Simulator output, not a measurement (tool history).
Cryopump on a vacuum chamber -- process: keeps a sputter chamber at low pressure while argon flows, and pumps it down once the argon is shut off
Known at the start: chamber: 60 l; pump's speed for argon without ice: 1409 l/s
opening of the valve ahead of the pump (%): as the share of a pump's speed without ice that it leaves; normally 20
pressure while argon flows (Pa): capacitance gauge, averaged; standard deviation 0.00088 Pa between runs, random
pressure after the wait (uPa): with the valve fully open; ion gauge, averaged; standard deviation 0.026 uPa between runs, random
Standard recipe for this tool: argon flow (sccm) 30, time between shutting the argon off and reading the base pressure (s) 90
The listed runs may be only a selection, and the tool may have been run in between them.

run     day  argon flow (sccm)  time between shutting the argon off and reading the base pressure (s)  opening of the valve ahead of the pump (%)  pressure while argon flows (Pa)  pressure after the wait (uPa)
  1   0.000                 30                                                                     90                                          20                           0.1822                           1.49
  2   2.300                 30                                                                     90                                          20                           0.1822                           1.53
  3   3.962                 30                                                                     59                                          20                           0.1829                           1.94
  4   6.317                 30                                                                     59                                          20                           0.1822                           1.94
  5   9.075                 30                                                                     90                                          21                           0.1738                           1.59
  6  10.408                 30                                                                     90                                          42                           0.0885                           1.57
  7  13.688                 30                                                                     90                                          20                           0.1828                           1.62
  8  15.054                 30                                                                     90                                          20                           0.1829                           1.57
  9  16.975                 30                                                                     90                                          20                           0.1841                           1.65
 10  19.183                 30                                                                     90                                          20                           0.1838                           1.70
 11  20.992                 30                                                                     90                                          20                           0.1844                           1.71
 12  23.929                 18                                                                     29                                          21                           0.1051                           3.57
 13  25.321                 29                                                                    161                                          20                           0.1789                           1.32
 14  28.421                 29                                                                    161                                          59                           0.0655                           1.33
 15  30.183                 30                                                                    230                                          58                           0.0695                           1.20
 16  32.771                 30                                                                    230                                          58                           0.0676                           1.23
 17  34.242                 30                                                                     33                                          58                           0.0696                           3.24
 18  37.517                 19                                                                     33                                          58                           0.0445                           3.23
 19  40.438                 30                                                                     38                                          58                           0.0699                           3.02
 20  43.350                 47                                                                    174                                          39                           0.1568                           1.43

Predict each of these 3 candidate next runs independently; none follows another, all start after run 20:
  A  46.050                 16                                                                     75                                          31                                ?                              ?
  B  46.050                 47                                                                    125                                          23                                ?                              ?
  C  46.050                 47                                                                     50                                          22                                ?                              ?

run  pressure while argon flows (Pa)  pressure after the wait (uPa)
  A                           0.0677                           2.05
  B                           0.2609                           1.67
  C                           0.2717                           2.61
Had the tool no hidden state, the same runs would have come out as:
run  pressure while argon flows (Pa)  pressure after the wait (uPa)
  A                           0.0627                           1.24
  B                           0.2462                           0.86
  C                           0.2570                           1.78
